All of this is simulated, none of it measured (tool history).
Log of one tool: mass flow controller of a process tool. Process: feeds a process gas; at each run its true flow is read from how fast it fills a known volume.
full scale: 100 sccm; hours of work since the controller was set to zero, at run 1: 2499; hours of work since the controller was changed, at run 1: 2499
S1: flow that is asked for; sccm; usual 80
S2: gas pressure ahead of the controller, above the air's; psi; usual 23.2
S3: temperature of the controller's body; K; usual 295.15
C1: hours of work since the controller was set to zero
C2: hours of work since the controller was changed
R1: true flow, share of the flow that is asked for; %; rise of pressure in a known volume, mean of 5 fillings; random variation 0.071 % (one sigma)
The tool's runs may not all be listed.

| run | hour | S1 | S2 | S3 | C1 | C2 | R1 |
|---|---|---|---|---|---|---|---|
| 1 | 0.0 | 80 | 23.2 | 295.15 | 2499 | 2499 | 99.93 |
| 2 | 59.3 | 80 | 23.2 | 295.15 | 2538 | 2538 | 99.96 |
| 3 | 132.9 | 80 | 23.2 | 295.15 | 2587 | 2587 | 100.04 |
| 4 | 187.3 | 80 | 23.2 | 295.15 | 2623 | 2623 | 99.98 |
| 5 | 263.4 | 80 | 23.2 | 305.15 | 2674 | 2674 | 100.58 |
| 6 | 332.4 | 80 | 23.2 | 305.15 | 2720 | 2720 | 100.65 |
| 7 | 395.2 | 80 | 40.2 | 295.15 | 2762 | 2762 | 99.27 |
| 8 | 497.1 | 80 | 23.2 | 295.15 | 2830 | 2830 | 99.96 |
| 9 | 584.6 | 80 | 23.2 | 295.15 | 2888 | 2888 | 100.04 |
| 10 | 689.2 | 80 | 23.2 | 295.15 | 2958 | 2958 | 99.93 |
| 11 | 789.1 | 80 | 23.2 | 295.15 | 3024 | 3024 | 100.00 |
| 12 | 871.7 | 80 | 23.2 | 295.15 | 3079 | 3079 | 99.89 |
| 13 | 949.7 | 80 | 23.2 | 295.15 | 3131 | 3131 | 99.99 |
| 14 | 1018.3 | 80 | 23.2 | 295.15 | 3177 | 3177 | 99.95 |
| 15 | 1125.6 | 80 | 23.2 | 295.15 | 3249 | 3249 | 100.07 |
| 16 | 1187.8 | 80 | 23.2 | 303.15 | 3290 | 3290 | 100.47 |
| 17 | 1288.4 | 68 | 28.3 | 295.15 | 3357 | 3357 | 99.53 |
| 18 | 1396.5 | 80 | 30.2 | 295.15 | 3429 | 3429 | 99.67 |
| 19 | 1471.3 | 80 | 30.2 | 295.15 | 3479 | 3479 | 99.75 |
| 20 | 1526.0 | 80 | 30.2 | 295.15 | 3516 | 3516 | 99.71 |
| 21 | 1618.0 | 85 | 30.2 | 304.15 | 3577 | 3577 | 100.44 |
| 22 | 1703.6 | 32 | 25.7 | 305.15 | 3634 | 3634 | 98.98 |
| 23 | 1801.4 | 80 | 23.2 | 301.15 | 3699 | 3699 | 100.48 |
| 24 | 1866.1 | 80 | 37.3 | 301.15 | 3742 | 3742 | 99.97 |
| 25 | 1978.0 | 29 | 35.5 | 294.15 | 3817 | 3817 | 97.44 |
| 26 | 2025.2 | 29 | 26.5 | 294.15 | 3848 | 3848 | 97.73 |
| 27 | 2079.7 | 17 | 29.0 | 303.15 | 3885 | 3885 | 96.58 |
| 28 | 2147.3 | 33 | 21.5 | 307.15 | 3930 | 3930 | 99.10 |
| 29 | 2209.8 | 33 | 21.5 | 307.15 | 3971 | 3971 | 99.33 |

The next listed run, before its measurement:
| 30 | 2300.2 | 33 | 21.5 | 307.15 | 4031 | 4031 | ? |

{"run 30": {"R1": 99.14}}
Without the tool's hidden state the same run would have given R1 99.96 %.

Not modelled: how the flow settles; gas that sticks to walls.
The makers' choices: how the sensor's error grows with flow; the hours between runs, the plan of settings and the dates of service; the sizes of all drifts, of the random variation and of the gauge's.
